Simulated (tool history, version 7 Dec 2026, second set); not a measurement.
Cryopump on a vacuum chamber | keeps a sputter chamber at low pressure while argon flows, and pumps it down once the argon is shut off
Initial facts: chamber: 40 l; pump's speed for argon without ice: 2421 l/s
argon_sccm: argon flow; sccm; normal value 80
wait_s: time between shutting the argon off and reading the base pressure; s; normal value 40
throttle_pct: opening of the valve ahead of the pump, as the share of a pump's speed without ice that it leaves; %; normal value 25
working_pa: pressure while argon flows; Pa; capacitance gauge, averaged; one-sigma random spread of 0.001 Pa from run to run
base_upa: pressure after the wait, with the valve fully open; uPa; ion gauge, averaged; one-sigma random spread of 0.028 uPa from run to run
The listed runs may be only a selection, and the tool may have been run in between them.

| run | hour | argon_sccm | wait_s | throttle_pct | working_pa | base_upa |
|---|---|---|---|---|---|---|
| 1 | 0.0 | 80 | 40 | 25 | 0.2471 | 1.92 |
| 2 | 76.3 | 80 | 40 | 25 | 0.2491 | 1.92 |
| 3 | 159.2 | 80 | 40 | 25 | 0.2514 | 1.98 |
| 4 | 211.4 | 80 | 40 | 25 | 0.2527 | 1.97 |
| 5 | 286.8 | 80 | 40 | 25 | 0.2515 | 2.08 |
| 6 | 336.1 | 80 | 40 | 25 | 0.2548 | 2.11 |
| 7 | 380.4 | 80 | 40 | 25 | 0.2548 | 2.15 |
|  | 431.3 | pump warmed up, emptied and cooled again |
| 8 | 449.4 | 39 | 40 | 25 | 0.1105 | 1.85 |
| 9 | 487.3 | 80 | 40 | 25 | 0.2263 | 1.85 |
| 10 | 542.2 | 80 | 40 | 25 | 0.2274 | 1.93 |
| 11 | 606.2 | 80 | 40 | 25 | 0.2270 | 1.91 |
| 12 | 652.2 | 80 | 40 | 25 | 0.2262 | 1.91 |
| 13 | 691.1 | 151 | 40 | 25 | 0.4261 | 1.93 |
| 14 | 766.8 | 151 | 40 | 25 | 0.4296 | 1.92 |
| 15 | 805.7 | 151 | 40 | 25 | 0.4344 | 2.00 |
| 16 | 870.7 | 151 | 40 | 25 | 0.4356 | 1.98 |
| 17 | 937.7 | 80 | 40 | 25 | 0.2328 | 2.08 |
| 18 | 1008.6 | 72 | 40 | 57 | 0.0949 | 2.10 |
| 19 | 1079.6 | 41 | 186 | 57 | 0.0556 | 1.23 |
| 20 | 1133.9 | 68 | 92 | 45 | 0.1136 | 1.54 |
| 21 | 1194.0 | 112 | 40 | 20 | 0.4056 | 2.13 |
| 22 | 1269.1 | 53 | 146 | 20 | 0.1937 | 1.41 |
| 23 | 1315.0 | 33 | 86 | 20 | 0.1207 | 1.69 |
| 24 | 1395.2 | 80 | 41 | 25 | 0.2385 | 2.32 |
| 25 | 1474.8 | 34 | 42 | 27 | 0.0948 | 2.33 |
| 26 | 1522.6 | 89 | 40 | 25 | 0.2698 | 2.32 |
| 27 | 1561.3 | 146 | 121 | 16 | 0.6661 | 1.63 |
| 28 | 1606.8 | 37 | 105 | 22 | 0.1260 | 1.73 |
| 29 | 1689.1 | 97 | 64 | 32 | 0.2339 | 2.09 |
| 30 | 1725.5 | 97 | 64 | 32 | 0.2361 | 2.16 |
| 31 | 1779.2 | 73 | 40 | 39 | 0.1482 | 2.51 |
| 32 | 1858.9 | 73 | 40 | 39 | 0.1508 | 2.59 |
| 33 | 1921.2 | 80 | 100 | 47 | 0.1424 | 2.01 |

Difference, measured minus no-hidden-state, one row per run. Run-to-run variation is common to both terms; the gauge's own scatter need not be:
Hidden state at play: pump's speed, % of a pump's without ice; cold plate's temperature, K; leak into the chamber, uPa l/s; drift of the gauge itself on working_pa, %; drift of the gauge itself on base_upa, %.
| run | working_pa | base_upa |
|---|---|---|
| 1 | +0.0231 | +0.61 |
| 2 | +0.0247 | +0.65 |
| 3 | +0.0265 | +0.71 |
| 4 | +0.0276 | +0.73 |
| 5 | +0.0291 | +0.80 |
| 6 | +0.0301 | +0.82 |
| 7 | +0.0311 | +0.86 |
| 8 | +0.0010 | +0.56 |
| 9 | +0.0024 | +0.56 |
| 10 | +0.0031 | +0.61 |
| 11 | +0.0037 | +0.62 |
| 12 | +0.0043 | +0.64 |
| 13 | +0.0089 | +0.65 |
| 14 | +0.0106 | +0.67 |
| 15 | +0.0116 | +0.71 |
| 16 | +0.0130 | +0.74 |
| 17 | +0.0078 | +0.78 |
| 18 | +0.0077 | +0.81 |
| 19 | +0.0049 | +0.85 |
| 20 | +0.0087 | +0.89 |
| 21 | +0.0156 | +0.91 |
| 22 | +0.0082 | +0.97 |
| 23 | +0.0054 | +1.00 |
| 24 | +0.0142 | +1.04 |
| 25 | +0.0066 | +1.10 |
| 26 | +0.0182 | +1.10 |
| 27 | +0.0306 | +1.12 |
| 28 | +0.0081 | +1.18 |
| 29 | +0.0228 | +1.24 |
| 30 | +0.0238 | +1.28 |
| 31 | +0.0187 | +1.29 |
| 32 | +0.0202 | +1.34 |
| 33 | +0.0231 | +1.43 |

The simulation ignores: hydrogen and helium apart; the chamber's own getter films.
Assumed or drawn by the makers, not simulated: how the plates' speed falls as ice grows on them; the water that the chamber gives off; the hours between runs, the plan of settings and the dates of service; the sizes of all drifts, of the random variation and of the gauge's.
